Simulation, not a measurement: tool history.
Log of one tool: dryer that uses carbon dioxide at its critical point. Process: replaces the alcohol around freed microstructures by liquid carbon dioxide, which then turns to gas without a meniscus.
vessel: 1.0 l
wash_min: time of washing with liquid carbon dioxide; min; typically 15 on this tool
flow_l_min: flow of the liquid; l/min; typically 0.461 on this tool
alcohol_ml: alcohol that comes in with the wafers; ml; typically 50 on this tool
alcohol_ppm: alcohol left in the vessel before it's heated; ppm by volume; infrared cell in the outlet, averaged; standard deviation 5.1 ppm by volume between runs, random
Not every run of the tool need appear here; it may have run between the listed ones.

run,day,wash_min,flow_l_min,alcohol_ml,alcohol_ppm
1,0,15,0.461,50,89
2,0.517,15,0.461,50,119
3,1.433,15,0.461,50,116
4,2.271,15,0.461,50,118
5,2.779,15,0.461,50,127
6,3.342,15,0.461,50,131
7,4.425,15,0.461,50,152
# day 4.712: inlet filter changed
8,5.317,15,0.461,50,73
9,6.292,15,0.461,50,87
10,7.308,15,0.461,50,100
11,8.15,15,0.461,50,110
12,9.158,16,0.461,50,88
13,9.917,15,0.461,45,121
14,10.538,15,0.461,50,131
15,11.417,15,0.461,50,137
16,12.321,15,0.461,50,144
17,13.15,15,0.563,50,72
18,13.971,15,0.563,50,78
19,14.442,15,0.563,50,76
20,15.021,15,0.563,50,88
# day 15.792: inlet filter changed
21,15.95,15,0.335,44,376
22,16.479,15,0.335,44,390
23,17.158,19,0.467,44,66
24,17.721,19,0.467,44,66
25,18.312,11,0.467,62,519
26,19.212,22,0.571,83,65
27,19.792,20,0.571,105,71
28,20.654,12,0.461,50,355
29,21.379,15,0.461,59,164
30,22.033,21,0.432,86,91
31,22.512,11,0.66,50,134
32,23.329,21,0.37,89,168
33,23.996,10,0.405,44,1286
34,24.888,18,0.41,49,148
35,25.521,10,0.318,50,3273

Consider 5 possible next runs. They are alternatives, not a sequence: every one starts from the tool as it was left by run 35. What does each give?
A,26,12,0.426,45,?
B,26,12,0.318,38,?
C,26,10,0.734,50,?
D,26,15,0.408,50,?
E,26,13,0.772,50,?

run,alcohol_ppm
A,644
B,1553
C,163
D,343
E,86
The same runs, with their run-to-run variation unchanged, on a tool lacking any hidden condition would have given:
run,alcohol_ppm
A,282
B,881
C,38
D,118
E,7

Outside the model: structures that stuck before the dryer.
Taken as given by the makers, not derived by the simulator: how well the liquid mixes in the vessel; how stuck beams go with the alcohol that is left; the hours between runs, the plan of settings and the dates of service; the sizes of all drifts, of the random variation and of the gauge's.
